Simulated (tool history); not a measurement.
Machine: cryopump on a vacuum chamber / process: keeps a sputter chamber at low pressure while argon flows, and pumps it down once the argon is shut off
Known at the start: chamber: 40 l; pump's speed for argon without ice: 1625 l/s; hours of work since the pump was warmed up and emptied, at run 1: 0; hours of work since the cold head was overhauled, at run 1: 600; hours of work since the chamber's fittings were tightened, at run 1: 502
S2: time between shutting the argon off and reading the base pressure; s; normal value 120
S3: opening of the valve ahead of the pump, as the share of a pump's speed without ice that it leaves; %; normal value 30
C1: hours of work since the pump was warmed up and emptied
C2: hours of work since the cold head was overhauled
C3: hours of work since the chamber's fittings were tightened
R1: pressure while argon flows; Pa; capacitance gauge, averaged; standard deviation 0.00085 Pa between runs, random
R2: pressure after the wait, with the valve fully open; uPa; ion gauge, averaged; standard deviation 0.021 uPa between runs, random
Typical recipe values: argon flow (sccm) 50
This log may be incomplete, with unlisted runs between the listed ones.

Run 1, day 0: usual settings; C1 0; C2 600; C3 502. Result: R1 0.1739 Pa, R2 0.55 uPa.
Run 2, day 3.1: usual settings; C1 57; C2 657; C3 559. Result: R1 0.1753 Pa, R2 0.61 uPa.
Run 3, day 5.875: usual settings; C1 108; C2 708; C3 609. Result: R1 0.1759 Pa, R2 0.61 uPa.
Run 4, day 7.988: usual settings but S3 43 %; C1 147; C2 747; C3 648. Result: R1 0.1235 Pa, R2 0.69 uPa.
Run 5, day 11.212: usual settings but S3 43 %; C1 206; C2 806; C3 707. Result: R1 0.1246 Pa, R2 0.69 uPa.
Run 6, day 13.85: usual settings but S3 43 %; C1 254; C2 854; C3 756. Result: R1 0.1268 Pa, R2 0.68 uPa.
Run 7, day 17.117: usual settings but S3 43 %; C1 314; C2 914; C3 816. Result: R1 0.1261 Pa, R2 0.73 uPa.
Run 8, day 19.308: usual settings but S3 43 %; C1 354; C2 955; C3 856. Result: R1 0.1281 Pa, R2 0.74 uPa.
Run 9, day 22.646: usual settings but S3 43 %; C1 416; C2 1016; C3 917. Result: R1 0.129 Pa, R2 0.79 uPa.
Run 10, day 25.154: usual settings but S3 43 %; C1 462; C2 1062; C3 963. Result: R1 0.13 Pa, R2 0.78 uPa.
Run 11, day 28.688: usual settings but S3 43 %; C1 526; C2 1127; C3 1028. Result: R1 0.1315 Pa, R2 0.83 uPa.
At day 32.196: pump warmed up, emptied and cooled again.
Run 12, day 32.875: usual settings but argon flow (sccm) 97, S2 96 s, S3 40 %; C1 12; C2 1200; C3 1101. Result: R1 0.2554 Pa, R2 0.85 uPa.
Run 13, day 37.292: usual settings but argon flow (sccm) 97, S2 96 s, S3 40 %; C1 94; C2 1281; C3 1182. Result: R1 0.2572 Pa, R2 0.89 uPa.
At day 39.633: leaking fittings of the chamber tightened, without venting.
Run 14, day 40.917: usual settings but argon flow (sccm) 97, S2 96 s, S3 40 %; C1 158; C2 1346; C3 24. Result: R1 0.2605 Pa, R2 0.43 uPa.
Run 15, day 43.638: usual settings but argon flow (sccm) 42, S2 30 s; C1 208; C2 1395; C3 73. Result: R1 0.1492 Pa, R2 1 uPa.
Run 16, day 45.488: usual settings but argon flow (sccm) 42, S2 30 s; C1 242; C2 1429; C3 107. Result: R1 0.151 Pa, R2 1.01 uPa.
Run 17, day 47.504: usual settings but argon flow (sccm) 22, S2 21 s, S3 19 %; C1 279; C2 1466; C3 144. Result: R1 0.1236 Pa, R2 1.38 uPa.
Run 18, day 50.392: usual settings but argon flow (sccm) 22, S2 30 s, S3 39 %; C1 332; C2 1519; C3 197. Result: R1 0.0608 Pa, R2 1.05 uPa.
Run 19, day 54.017: usual settings but argon flow (sccm) 22, S2 30 s, S3 39 %; C1 399; C2 1586; C3 264. Result: R1 0.0622 Pa, R2 1.14 uPa.
Run 20, day 55.854: usual settings but argon flow (sccm) 78, S2 36 s, S3 39 %; C1 433; C2 1620; C3 298. Result: R1 0.2227 Pa, R2 0.96 uPa.

Each row is a separate what-if for the run after 20, all from the same tool condition, not one after another. Results?
Run A, day 60.088: usual settings but argon flow (sccm) 23, S3 23 %; C1 510; C2 1697; C3 375. Result: R1 ?, R2 ?.
Run B, day 60.088: usual settings but argon flow (sccm) 33, S2 282 s; C1 510; C2 1697; C3 375. Result: R1 ?, R2 ?.
Run C, day 60.088: usual settings but S2 73 s; C1 510; C2 1697; C3 375. Result: R1 ?, R2 ?.

run      R1    R2
  A  0.1095  0.58
  B  0.1198  0.44
  C  0.1821  0.69
With the hidden condition removed and each run's random variation left untouched, the same runs would have given:
run      R1    R2
  A  0.1048  0.39
  B  0.1131  0.25
  C   0.172   0.5
